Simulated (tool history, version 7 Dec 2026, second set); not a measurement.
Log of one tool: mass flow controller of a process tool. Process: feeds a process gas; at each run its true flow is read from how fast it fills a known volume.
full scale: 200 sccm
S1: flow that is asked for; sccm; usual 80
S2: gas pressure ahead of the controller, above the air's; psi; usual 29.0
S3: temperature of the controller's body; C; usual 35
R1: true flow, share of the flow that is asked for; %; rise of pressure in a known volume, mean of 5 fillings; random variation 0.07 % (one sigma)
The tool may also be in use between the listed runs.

run	hour	S1	S2	S3	R1
1	0.0	80	29.0	35	101.74
2	180.1	80	29.0	35	102.00
3	505.8	80	29.0	35	102.14
4	802.8	80	29.0	35	102.44
5	989.9	80	29.0	35	102.47
6	1219.0	80	29.0	35	102.58
7	1451.0	80	29.0	35	102.72
8	1745.9	52	39.0	35	103.80
9	1891.1	111	27.8	23	103.92
10	2048.9	111	27.8	23	103.94
11	2182.9	111	27.8	23	104.06
12	2507.3	111	27.8	23	104.31
13	2724.0	31	39.2	35	107.21
14	2978.4	31	39.2	35	107.57

4 ways to go on from here, each from the tool as it stands after run 14. What would each give?
A	3187.1	36	29.4	35	?
B	3187.1	42	36.0	32	?
C	3187.1	48	27.4	35	?
D	3187.1	31	39.2	30	?

run	R1
A	106.83
B	106.12
C	105.50
D	108.19
Without the tool's hidden state the same runs would have given:
run	R1
A	96.56
B	96.80
C	96.88
D	96.83

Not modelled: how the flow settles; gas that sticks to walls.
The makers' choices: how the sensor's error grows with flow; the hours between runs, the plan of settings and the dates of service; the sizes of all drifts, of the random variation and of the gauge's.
